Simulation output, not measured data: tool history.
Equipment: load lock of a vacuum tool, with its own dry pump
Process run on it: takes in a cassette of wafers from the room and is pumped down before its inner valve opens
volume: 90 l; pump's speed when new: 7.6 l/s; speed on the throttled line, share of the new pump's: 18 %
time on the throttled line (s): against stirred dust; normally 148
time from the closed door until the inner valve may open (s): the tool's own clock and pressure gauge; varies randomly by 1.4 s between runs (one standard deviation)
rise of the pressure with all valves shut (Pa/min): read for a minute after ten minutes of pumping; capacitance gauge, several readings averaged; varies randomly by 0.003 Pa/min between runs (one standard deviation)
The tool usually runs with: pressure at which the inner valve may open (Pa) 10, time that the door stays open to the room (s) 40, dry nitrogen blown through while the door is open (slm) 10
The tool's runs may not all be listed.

run,hour,time on the throttled line (s),pressure at which the inner valve may open (Pa),time that the door stays open to the room (s),dry nitrogen blown through while the door is open (slm),"incoming humidity of the room's air, %",time from the closed door until the inner valve may open (s),rise of the pressure with all valves shut (Pa/min)
1,0.0,148,10,40,10,46.2,236.5,0.641
2,493.7,148,10,40,5,43.9,236.5,0.669
3,803.0,76,10,40,10,48.5,178.0,0.683
4,1294.2,76,10,40,10,43.0,179.3,0.711
5,1749.9,148,10,40,10,45.7,237.2,0.747
6,2362.7,148,10,40,10,45.8,235.1,0.806
# hour 2512.2: door's seal changed, seat wiped
7,2616.2,101,10,40,10,44.5,197.8,0.034
8,2886.4,148,10,40,21,45.4,238.6,0.022
9,3360.3,148,10,40,21,43.1,235.9,0.036
10,3845.7,148,10,40,21,43.5,238.7,0.044
11,4300.5,148,10,40,21,48.7,238.6,0.057
12,4845.0,148,10,40,21,45.4,237.8,0.072
13,5112.9,148,10,40,21,47.2,237.6,0.077
14,5426.3,148,10,40,21,43.9,237.4,0.091
15,5684.3,148,10,40,21,47.1,238.3,0.092
16,6015.2,148,10,40,21,44.1,240.4,0.102
17,6446.1,148,10,40,10,47.7,239.6,0.117
18,6857.1,264,10,40,10,46.4,331.7,0.132
19,7186.3,116,20,37,6,44.2,204.0,0.139
20,7625.9,148,10,40,40,43.9,240.6,0.145
21,8017.9,148,10,40,40,49.4,240.6,0.161
22,8329.2,84,10,40,40,43.2,188.2,0.169
23,8739.4,84,14,40,14,44.5,185.4,0.186
24,9299.3,153,14,40,14,46.6,242.4,0.218
25,9603.2,275,11,35,10,44.1,344.6,0.227
26,10184.8,148,13,123,17,44.7,237.4,0.283
27,10771.2,93,8,123,17,46.1,201.1,0.310
28,11083.5,93,8,123,17,41.9,200.6,0.329
29,11528.4,190,10,40,31,44.1,275.5,0.312
30,11970.1,190,10,40,31,43.5,277.7,0.335
31,12260.9,190,10,40,31,44.7,274.2,0.352
32,12560.1,190,10,40,31,42.8,275.2,0.369
33,12813.2,190,10,40,31,44.4,278.5,0.375
34,13207.8,166,10,193,11,43.8,257.0,0.454
35,13696.3,148,10,41,15,46.4,243.9,0.442
36,14131.7,148,10,41,15,44.5,245.2,0.471

Here are 3 independent what-if runs from the current tool condition. What would each one return?
A,14384.9,107,10,41,15,46.5,?,?
B,14384.9,235,10,41,15,44.4,?,?
C,14384.9,282,14,26,15,43.3,?,?

run,time from the closed door until the inner valve may open (s),rise of the pressure with all valves shut (Pa/min)
A,210.1,0.486
B,313.6,0.479
C,344.8,0.470
Had the tool no hidden state, the same runs would have come out as:
run,time from the closed door until the inner valve may open (s),rise of the pressure with all valves shut (Pa/min)
A,196.7,0.025
B,303.4,0.025
C,336.5,0.017
